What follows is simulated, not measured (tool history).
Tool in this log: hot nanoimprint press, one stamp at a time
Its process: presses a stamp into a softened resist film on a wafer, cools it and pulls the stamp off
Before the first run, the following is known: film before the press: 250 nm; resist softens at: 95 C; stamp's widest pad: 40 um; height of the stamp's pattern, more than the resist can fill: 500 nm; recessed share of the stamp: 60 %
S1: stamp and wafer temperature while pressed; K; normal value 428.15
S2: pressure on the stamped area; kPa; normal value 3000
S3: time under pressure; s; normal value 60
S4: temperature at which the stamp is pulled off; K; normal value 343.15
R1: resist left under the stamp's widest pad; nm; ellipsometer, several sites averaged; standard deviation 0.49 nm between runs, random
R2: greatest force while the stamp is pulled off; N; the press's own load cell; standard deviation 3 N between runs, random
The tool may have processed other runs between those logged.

run 1 day=0.000 | S1=428.15 S2=3000 S3=60 S4=343.15 | R1=109.2 R2=197
run 2 day=2.879 | S1=432.15 S2=3000 S3=60 S4=343.15 | R1=96.1 R2=139
run 3 day=5.829 | S1=432.15 S2=3000 S3=56 S4=343.15 | R1=97.9 R2=150
run 4 day=7.600 | S1=432.15 S2=3000 S3=120 S4=343.15 | R1=74.0 R2=146
run 5 day=10.512 | S1=432.15 S2=3000 S3=113 S4=343.15 | R1=76.0 R2=155
run 6 day=12.975 | S1=432.15 S2=3000 S3=113 S4=343.15 | R1=75.3 R2=157
run 7 day=15.621 | S1=432.15 S2=3000 S3=113 S4=343.15 | R1=74.9 R2=161
run 8 day=17.700 | S1=428.15 S2=3000 S3=60 S4=338.15 | R1=107.3 R2=171
run 9 day=19.112 | S1=428.15 S2=3000 S3=60 S4=338.15 | R1=106.9 R2=181
run 10 day=22.350 | S1=428.15 S2=3000 S3=60 S4=338.15 | R1=111.3 R2=183
run 11 day=24.921 | S1=428.15 S2=3000 S3=60 S4=338.15 | R1=110.9 R2=184
run 12 day=28.300 | S1=428.15 S2=3000 S3=60 S4=338.15 | R1=110.1 R2=190
run 13 day=30.696 | S1=428.15 S2=3000 S3=60 S4=338.15 | R1=110.1 R2=201
run 14 day=32.975 | S1=428.15 S2=3000 S3=60 S4=338.15 | R1=110.0 R2=211
run 15 day=34.471 | S1=428.15 S2=3000 S3=60 S4=338.15 | R1=108.2 R2=209
run 16 day=37.800 | S1=428.15 S2=3000 S3=60 S4=338.15 | R1=109.1 R2=147
run 17 day=40.288 | S1=428.15 S2=2560 S3=60 S4=343.15 | R1=118.0 R2=150
run 18 day=43.125 | S1=434.15 S2=2400 S3=60 S4=343.15 | R1=101.1 R2=157
run 19 day=45.346 | S1=425.15 S2=2310 S3=60 S4=343.15 | R1=136.4 R2=159
run 20 day=47.946 | S1=425.15 S2=2360 S3=60 S4=336.15 | R1=133.8 R2=166
run 21 day=50.938 | S1=432.15 S2=2360 S3=42 S4=336.15 | R1=124.0 R2=175
run 22 day=53.850 | S1=428.15 S2=3000 S3=37 S4=332.15 | R1=129.2 R2=185
run 23 day=56.325 | S1=428.15 S2=3000 S3=58 S4=330.15 | R1=110.3 R2=195
run 24 day=58.608 | S1=428.15 S2=2430 S3=58 S4=330.15 | R1=123.5 R2=193
run 25 day=61.071 | S1=435.15 S2=2570 S3=113 S4=343.15 | R1=75.0 R2=186
run 26 day=63.117 | S1=435.15 S2=2570 S3=113 S4=343.15 | R1=74.7 R2=189
run 27 day=65.233 | S1=435.15 S2=2570 S3=113 S4=331.15 | R1=74.7 R2=217
run 28 day=68.300 | S1=435.15 S2=2570 S3=113 S4=331.15 | R1=74.6 R2=217
run 29 day=69.654 | S1=435.15 S2=2570 S3=49 S4=331.15 | R1=102.2 R2=221
run 30 day=72.992 | S1=418.15 S2=4190 S3=60 S4=343.15 | R1=128.7 R2=149

Removed from this log: 7 entries logged between the listed runs. Between which two listed runs does each belong, and how does the tool's hidden state at the listed run before it compare with that at the listed run after it?
Logged between run 1 and run 2: stamp cleaned and given a new release coat (day 2.396)
  true temperature over the reading, C: 0.3 -> 0.4; pressure that arrives at the usual setting, %: 99.27 -> 99.2; grip of the stamp's worn release coat, % over a new coat's: 40.2 -> 0.6
  measured minus no-state result, R1: -0.7 -> -0.8 nm; R2: +57 -> +1 N
Logged between run 9 and run 10: plate thermocouple calibrated (day 21.971)
  true temperature over the reading, C: 1.08 -> -0.08; pressure that arrives at the usual setting, %: 98.77 -> 98.68; grip of the stamp's worn release coat, % over a new coat's: 20.8 -> 24.9
  measured minus no-state result, R1: -3.2 -> +1.1 nm; R2: +29 -> +36 N
Logged between run 11 and run 12: press's hydraulic seals changed and the load cell set to zero (day 26.929)
  true temperature over the reading, C: 0.03 -> 0.16; pressure that arrives at the usual setting, %: 98.62 -> 99.8; grip of the stamp's worn release coat, % over a new coat's: 28.2 -> 32.3
  measured minus no-state result, R1: +0.8 -> -0.5 nm; R2: +41 -> +46 N
Logged between run 15 and run 16: stamp cleaned and given a new release coat (day 36.617)
  true temperature over the reading, C: 0.41 -> 0.52; pressure that arrives at the usual setting, %: 99.63 -> 99.56; grip of the stamp's worn release coat, % over a new coat's: 40.6 -> 1.4
  measured minus no-state result, R1: -1.3 -> -1.7 nm; R2: +60 -> +1 N
Logged between run 20 and run 21: plate thermocouple calibrated (day 49.275)
  true temperature over the reading, C: 0.93 -> 0.1; pressure that arrives at the usual setting, %: 99.29 -> 99.21; grip of the stamp's worn release coat, % over a new coat's: 13.9 -> 17.6
  measured minus no-state result, R1: -3.6 -> +0.0 nm; R2: +19 -> +26 N
Logged between run 29 and run 30: stamp cleaned and given a new release coat (day 70.525); press's hydraulic seals changed and the load cell set to zero (day 72.596)
  true temperature over the reading, C: 0.86 -> 0.98; pressure that arrives at the usual setting, %: 98.72 -> 99.74; grip of the stamp's worn release coat, % over a new coat's: 42.4 -> 2.6
  measured minus no-state result, R1: -2.1 -> -4.4 nm; R2: +65 -> +3 N
